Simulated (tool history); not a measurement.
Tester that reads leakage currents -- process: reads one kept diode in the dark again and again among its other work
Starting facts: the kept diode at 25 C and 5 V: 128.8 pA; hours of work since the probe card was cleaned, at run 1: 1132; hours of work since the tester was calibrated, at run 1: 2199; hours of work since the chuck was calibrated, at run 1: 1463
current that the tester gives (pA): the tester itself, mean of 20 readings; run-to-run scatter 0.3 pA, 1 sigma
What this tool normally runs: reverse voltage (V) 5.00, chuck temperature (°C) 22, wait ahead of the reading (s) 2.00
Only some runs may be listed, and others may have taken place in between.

| run | day | reverse voltage (V) | chuck temperature (°C) | wait ahead of the reading (s) | hours of work since the probe card was cleaned | hours of work since the tester was calibrated | hours of work since the chuck was calibrated | current that the tester gives (pA) |
|---|---|---|---|---|---|---|---|---|
| 1 | 0.000 | 5.00 | 22 | 2.00 | 1132 | 2199 | 1463 | 85.36 |
|  | 0.750 | chuck's temperature calibrated |
| 2 | 6.088 | 5.00 | 22 | 2.00 | 1239 | 2306 | 95 | 101.32 |
| 3 | 13.112 | 5.00 | 21 | 2.00 | 1365 | 2432 | 221 | 91.48 |
| 4 | 19.929 | 5.00 | 21 | 2.00 | 1487 | 2554 | 343 | 91.52 |
|  | 28.642 | tester calibrated |
| 5 | 29.408 | 5.00 | 21 | 2.00 | 1655 | 14 | 511 | 92.20 |
| 6 | 39.225 | 5.98 | 21 | 2.00 | 1830 | 189 | 687 | 100.11 |
| 7 | 48.204 | 5.98 | 21 | 2.00 | 1991 | 350 | 847 | 99.08 |
| 8 | 53.133 | 5.98 | 21 | 2.00 | 2079 | 438 | 935 | 99.26 |
| 9 | 58.129 | 5.98 | 21 | 2.00 | 2168 | 527 | 1025 | 98.35 |
| 10 | 62.888 | 5.98 | 21 | 2.00 | 2254 | 612 | 1110 | 97.75 |
| 11 | 71.142 | 5.00 | 22 | 1.82 | 2401 | 760 | 1257 | 96.00 |
| 12 | 76.575 | 2.65 | 43 | 2.00 | 2498 | 857 | 1354 | 369.70 |
| 13 | 81.588 | 2.65 | 43 | 2.00 | 2588 | 947 | 1444 | 366.35 |
|  | 83.333 | chuck's temperature calibrated |
| 14 | 86.796 | 5.00 | 48 | 0.51 | 2680 | 1038 | 62 | 826.50 |
| 15 | 96.733 | 2.98 | 46 | 1.78 | 2857 | 1216 | 240 | 549.40 |
| 16 | 103.575 | 2.98 | 58 | 0.49 | 2980 | 1338 | 362 | 1296.34 |
| 17 | 113.329 | 2.98 | 58 | 0.49 | 3154 | 1513 | 536 | 1273.94 |

Predict each of these 3 candidate next runs independently; none follows another, all start after run 17:
|  | 119.408 | probe card cleaned and baked |
| A | 120.250 | 1.90 | 33 | 1.81 | 15 | 1634 | 658 | ? |
|  | 119.408 | probe card cleaned and baked |
| B | 120.250 | 5.02 | 31 | 2.00 | 15 | 1634 | 658 | ? |
|  | 119.408 | probe card cleaned and baked |
| C | 120.250 | 2.53 | 20 | 0.41 | 15 | 1634 | 658 | ? |

| run | current that the tester gives (pA) |
|---|---|
| A | 150.23 |
| B | 200.78 |
| C | 56.04 |
With no hidden state in the tool, these same runs would have given:
| run | current that the tester gives (pA) |
|---|---|
| A | 161.42 |
| B | 215.87 |
| C | 60.49 |
